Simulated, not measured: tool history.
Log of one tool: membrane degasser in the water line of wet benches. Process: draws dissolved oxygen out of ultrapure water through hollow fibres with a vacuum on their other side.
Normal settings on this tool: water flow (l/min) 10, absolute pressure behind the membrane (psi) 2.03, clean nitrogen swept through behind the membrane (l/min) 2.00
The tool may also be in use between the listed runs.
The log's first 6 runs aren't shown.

| run | hour | water flow (l/min) | absolute pressure behind the membrane (psi) | clean nitrogen swept through behind the membrane (l/min) | hours since the membrane was changed | hours since the vacuum gauge was calibrated | hours since the vacuum lines were made tight | dissolved oxygen in the water behind the degasser (ppb) | pressure that the water loses in the fibres (psi) |
|---|---|---|---|---|---|---|---|---|---|
| 7 | 287.5 | 10 | 2.03 | 4.45 | 1439 | 97 | 10246 | 363.3 | 5.369 |
| 8 | 339.9 | 10 | 2.03 | 4.45 | 1491 | 149 | 10298 | 359.8 | 5.381 |
| 9 | 391.3 | 10 | 2.03 | 4.45 | 1542 | 200 | 10350 | 357.4 | 5.359 |
| 10 | 442.6 | 8 | 2.03 | 4.45 | 1594 | 252 | 10401 | 285.6 | 4.308 |
| 11 | 502.2 | 10 | 2.03 | 2.00 | 1653 | 311 | 10461 | 422.6 | 5.391 |
| 12 | 547.8 | 10 | 2.03 | 1.27 | 1699 | 357 | 10506 | 486.9 | 5.362 |
| 13 | 576.8 | 10 | 2.03 | 2.00 | 1728 | 386 | 10535 | 426.1 | 5.379 |
| 14 | 611.7 | 10 | 2.03 | 2.00 | 1763 | 421 | 10570 | 422.8 | 5.368 |
| 15 | 640.6 | 10 | 2.03 | 2.00 | 1792 | 450 | 10599 | 420.6 | 5.366 |
| 16 | 667.2 | 13 | 2.51 | 2.28 | 1818 | 476 | 10626 | 572.1 | 6.953 |
| 17 | 720.9 | 13 | 2.51 | 2.28 | 1872 | 530 | 10679 | 570.7 | 6.957 |
| 18 | 759.8 | 10 | 2.03 | 2.00 | 1911 | 569 | 10718 | 420.3 | 5.337 |
| 19 | 824.3 | 10 | 2.03 | 2.00 | 1975 | 633 | 10783 | 426.9 | 5.363 |
| 20 | 871.1 | 10 | 4.31 | 2.00 | 2022 | 680 | 10830 | 596.7 | 5.388 |
| 21 | 914.3 | 10 | 4.31 | 2.00 | 2065 | 723 | 10873 | 601.2 | 5.391 |
| 22 | 957.8 | 10 | 2.03 | 4.43 | 2109 | 767 | 10916 | 361.8 | 5.359 |
| 23 | 1007.9 | 9 | 1.65 | 1.36 | 2159 | 817 | 10966 | 393.1 | 4.833 |
| 24 | 1039.4 | 15 | 1.65 | 2.63 | 2190 | 849 | 10998 | 549.3 | 8.080 |
| 25 | 1067.7 | 10 | 2.03 | 1.89 | 2219 | 877 | 11026 | 433.2 | 5.340 |
| 26 | 1102.1 | 10 | 2.03 | 1.89 | 2253 | 911 | 11061 | 428.8 | 5.390 |
| 27 | 1140.0 | 15 | 2.03 | 2.54 | 2291 | 949 | 11099 | 583.5 | 8.026 |

Predict the results of run 28:
| 28 | 1169.0 | 16 | 1.44 | 3.26 | 2320 | 978 | 11128 | ? | ? |

{"run 28": {"dissolved oxygen in the water behind the degasser (ppb)": 540.9, "pressure that the water loses in the fibres (psi)": 8.586}}
On a tool with no hidden condition, and with the same random variation, this run would have come out at dissolved oxygen in the water behind the degasser (ppb) 540.8, pressure that the water loses in the fibres (psi) 8.586.

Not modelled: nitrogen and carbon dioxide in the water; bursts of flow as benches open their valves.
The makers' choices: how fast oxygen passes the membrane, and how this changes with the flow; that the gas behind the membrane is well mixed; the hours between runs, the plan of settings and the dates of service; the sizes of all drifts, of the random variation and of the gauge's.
